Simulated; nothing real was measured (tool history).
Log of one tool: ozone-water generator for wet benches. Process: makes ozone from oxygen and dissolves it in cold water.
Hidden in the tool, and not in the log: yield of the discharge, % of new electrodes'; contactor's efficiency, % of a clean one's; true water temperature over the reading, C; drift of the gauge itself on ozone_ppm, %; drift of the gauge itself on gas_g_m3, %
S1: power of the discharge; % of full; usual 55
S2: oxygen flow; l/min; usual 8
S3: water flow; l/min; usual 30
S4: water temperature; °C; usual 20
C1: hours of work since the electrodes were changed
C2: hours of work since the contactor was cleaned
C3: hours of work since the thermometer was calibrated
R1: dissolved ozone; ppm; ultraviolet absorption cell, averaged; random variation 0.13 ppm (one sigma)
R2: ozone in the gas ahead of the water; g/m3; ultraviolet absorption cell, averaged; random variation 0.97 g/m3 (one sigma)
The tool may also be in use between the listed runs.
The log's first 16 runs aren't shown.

run    hour  S1     S2  S3  S4    C1    C2    C3    R1     R2
 17  1415.3  64      8  30  20  5832  3164  3770  14.1    176
 18  1519.8  55   4.11  30  27  5936  3267  3873   9.6  197.3
 19  1627.6  88   9.89  30  24  6043  3374  3980  17.9  215.7
 20  1697.7  54      8  30  20  6112  3444  4049    12  150.2
 21  1778.7  54      8  21  16  6192  3524  4130    18  151.4
 22  1858.7  43   13.3  32  20  6272  3603  4209   9.6  102.1
 23  1972.9  43   13.3  32  20  6385  3716  4322   9.6  102.2
 24  2034.8  43   13.3  32  20  6446  3778  4383   9.8  102.7
 25  2113.8  43   7.73  47  20  6524  3856  4462     6  126.3
     2148.8  -- contactor cleaned
 26  2205.5  82   7.73  35  20  6611    56  4549  15.6    217
 27  2317.2  55      8  47  15  6722   167  4659   8.5  152.7
 28  2413.8  70  11.67  47  14  6818   263  4755  11.4    163
 29  2497.6  60   9.38  47  14  6901   346  4838   9.6  155.3
 30  2604.4  55      8  26  21  7007   451  4944  14.5    153
 31  2698.4  92      8  26  21  7100   545  5037  21.9  235.6
 32  2766.3  53  11.85  30  12  7167   612  5104  14.6  128.6

Forecast each of these 4 alternatives for the next run:
  A  2872.7  67     8  36  20  7272  717  5210   ?   ?
  B  2872.7  57  8.78  30  13  7272  717  5210   ?   ?
  C  2872.7  55     8  18  20  7272  717  5210   ?   ?
  D  2872.7  86  7.04  28  20  7272  717  5210   ?   ?

run    R1     R2
  A  12.4    178
  B  14.9  151.7
  C  19.9  150.7
  D  19.5  232.2
Without the tool's hidden state the same runs would have given:
run    R1     R2
  A  14.4  198.8
  B  16.9  166.6
  C  22.5    165
  D  23.1    266
